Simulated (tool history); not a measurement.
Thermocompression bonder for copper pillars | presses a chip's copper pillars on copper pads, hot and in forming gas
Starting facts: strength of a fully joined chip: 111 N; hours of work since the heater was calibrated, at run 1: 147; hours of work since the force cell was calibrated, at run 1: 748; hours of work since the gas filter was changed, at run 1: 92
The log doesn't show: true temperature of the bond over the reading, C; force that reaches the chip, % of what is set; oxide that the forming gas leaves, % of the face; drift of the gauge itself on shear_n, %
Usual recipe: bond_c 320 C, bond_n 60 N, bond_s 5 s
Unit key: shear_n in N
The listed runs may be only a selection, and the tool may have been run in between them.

run	day	bond_c	bond_n	bond_s	hours of work since the heater was calibrated	hours of work since the force cell was calibrated	hours of work since the gas filter was changed	shear_n
1	0.000	320	60	5	147	748	92	77.2
# day 1.321: forming gas filter changed
2	1.621	320	72	5	169	770	4	85.0
3	5.533	320	60	5	223	824	58	77.5
4	7.542	320	60	5	250	852	86	77.4
# day 9.421: forming gas filter changed
5	10.146	320	49	5	286	887	10	68.4
6	11.854	320	60	12	310	911	34	93.6
7	13.617	320	60	12	334	935	58	93.5
8	15.996	320	60	12	367	968	91	93.5
# day 17.450: forming gas filter changed
9	17.662	320	46	9	389	991	3	77.3

Run 10, settings as shown, results not yet in. Your forecast:
10	21.100	320	62	8	437	1038	50	?

{"run 10": {"shear_n": 86.9}}
Were there no unlogged condition in the tool, this run, its random variation unchanged, would have produced shear_n 86.9 N.

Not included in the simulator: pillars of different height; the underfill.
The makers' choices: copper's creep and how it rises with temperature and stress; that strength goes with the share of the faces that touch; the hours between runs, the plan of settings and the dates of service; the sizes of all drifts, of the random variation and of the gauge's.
